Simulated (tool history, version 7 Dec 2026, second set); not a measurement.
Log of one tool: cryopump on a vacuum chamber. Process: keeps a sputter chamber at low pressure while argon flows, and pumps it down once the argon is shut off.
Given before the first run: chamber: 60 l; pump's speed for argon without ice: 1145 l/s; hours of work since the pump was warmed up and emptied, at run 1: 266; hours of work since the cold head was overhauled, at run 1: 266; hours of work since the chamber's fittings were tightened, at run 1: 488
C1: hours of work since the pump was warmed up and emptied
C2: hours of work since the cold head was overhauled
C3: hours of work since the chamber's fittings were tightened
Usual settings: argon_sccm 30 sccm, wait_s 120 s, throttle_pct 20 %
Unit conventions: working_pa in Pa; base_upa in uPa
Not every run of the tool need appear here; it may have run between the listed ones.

run 1 hour=0 | argon_sccm=30 wait_s=120 throttle_pct=20 | C1=266 C2=266 C3=488 | working_pa=0.2248 base_upa=0.82
run 2 hour=11.9 | argon_sccm=30 wait_s=120 throttle_pct=20 | C1=276 C2=276 C3=498 | working_pa=0.2276 base_upa=0.83
run 3 hour=26.1 | argon_sccm=30 wait_s=120 throttle_pct=20 | C1=288 C2=288 C3=510 | working_pa=0.2272 base_upa=0.85
run 4 hour=40.1 | argon_sccm=30 wait_s=120 throttle_pct=20 | C1=300 C2=300 C3=522 | working_pa=0.2277 base_upa=0.85
run 5 hour=48.3 | argon_sccm=30 wait_s=120 throttle_pct=20 | C1=307 C2=307 C3=529 | working_pa=0.228 base_upa=0.87
run 6 hour=56.5 | argon_sccm=25 wait_s=26 throttle_pct=15 | C1=314 C2=314 C3=536 | working_pa=0.2492 base_upa=2.28
run 7 hour=70.6 | argon_sccm=37 wait_s=225 throttle_pct=33 | C1=326 C2=326 C3=548 | working_pa=0.1734 base_upa=0.68
run 8 hour=80.6 | argon_sccm=30 wait_s=115 throttle_pct=15 | C1=334 C2=334 C3=556 | working_pa=0.3013 base_upa=0.87
run 9 hour=92 | argon_sccm=49 wait_s=146 throttle_pct=20 | C1=344 C2=344 C3=566 | working_pa=0.3759 base_upa=0.78
run 10 hour=100.9 | argon_sccm=49 wait_s=146 throttle_pct=20 | C1=352 C2=352 C3=574 | working_pa=0.3733 base_upa=0.82

Forecast each of these 5 alternatives for the next run:
run A hour=112 | argon_sccm=20 wait_s=26 throttle_pct=57 | C1=361 C2=361 C3=583 | working_pa=? base_upa=?
run B hour=112 | argon_sccm=30 wait_s=108 throttle_pct=20 | C1=361 C2=361 C3=583 | working_pa=? base_upa=?
run C hour=112 | argon_sccm=22 wait_s=120 throttle_pct=20 | C1=361 C2=361 C3=583 | working_pa=? base_upa=?
run D hour=112 | argon_sccm=30 wait_s=24 throttle_pct=20 | C1=361 C2=361 C3=583 | working_pa=? base_upa=?
run E hour=112 | argon_sccm=49 wait_s=44 throttle_pct=25 | C1=361 C2=361 C3=583 | working_pa=? base_upa=?

run=A working_pa=0.0565 base_upa=2.28
run=B working_pa=0.2277 base_upa=0.92
run=C working_pa=0.1666 base_upa=0.9
run=D working_pa=0.2311 base_upa=2.56
run=E working_pa=0.3026 base_upa=1.53
With the hidden condition removed and each run's random variation left untouched, the same runs would have given:
run=A working_pa=0.0516 base_upa=2.04
run=B working_pa=0.2204 base_upa=0.68
run=C working_pa=0.1612 base_upa=0.66
run=D working_pa=0.2237 base_upa=2.32
run=E working_pa=0.2905 base_upa=1.3
